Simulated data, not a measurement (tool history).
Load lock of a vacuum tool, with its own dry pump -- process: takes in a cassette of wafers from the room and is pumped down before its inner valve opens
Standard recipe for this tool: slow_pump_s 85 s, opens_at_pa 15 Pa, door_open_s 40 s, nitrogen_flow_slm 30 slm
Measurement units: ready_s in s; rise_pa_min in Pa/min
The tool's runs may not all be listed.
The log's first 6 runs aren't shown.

run	hour	slow_pump_s	opens_at_pa	door_open_s	nitrogen_flow_slm	incoming humidity of the room's air, %	ready_s	rise_pa_min
7	725.7	119	15	40	30	48.3	142.4	0.013
8	830.0	119	15	40	30	47.3	142.1	0.014
9	981.4	74	15	40	30	42.9	102.8	0.021
10	1059.0	74	15	40	30	45.9	103.1	0.016
11	1218.0	85	15	85	30	44.5	112.8	0.019
12	1338.7	85	15	40	30	43.9	112.7	0.012
13	1407.9	65	15	40	30	49.3	95.1	0.012
14	1518.8	65	24	40	30	46.1	93.0	0.012
15	1662.9	65	24	40	30	45.0	93.2	0.008
16	1768.4	85	15	40	30	47.3	112.5	0.013
17	1841.6	85	15	40	30	43.0	112.6	0.009
18	1996.2	85	16	40	30	47.8	112.2	0.012
19	2146.8	45	12	225	4	44.3	78.4	0.054
20	2229.4	45	12	225	4	44.0	78.3	0.054
21	2367.7	45	12	225	4	48.5	78.5	0.061
22	2504.4	45	12	225	4	44.5	78.5	0.057
23	2635.2	45	12	225	4	46.0	78.2	0.064
24	2711.1	45	12	33	4	45.4	78.5	0.035
25	2864.1	122	12	147	4	43.1	146.1	0.051
26	3005.8	122	12	25	4	44.6	146.1	0.028
27	3117.1	122	12	57	4	43.5	146.1	0.035
28	3196.3	122	12	34	5	47.4	146.0	0.033

What does the tool deliver on the next run?
29	3356.1	122	12	34	5	40.1	?	?

ready_s: 145.7 s
rise_pa_min: 0.024 Pa/min
On a tool with no hidden condition, and with the same random variation, this run would have come out at ready_s 145.7 s, rise_pa_min 0.024 Pa/min.
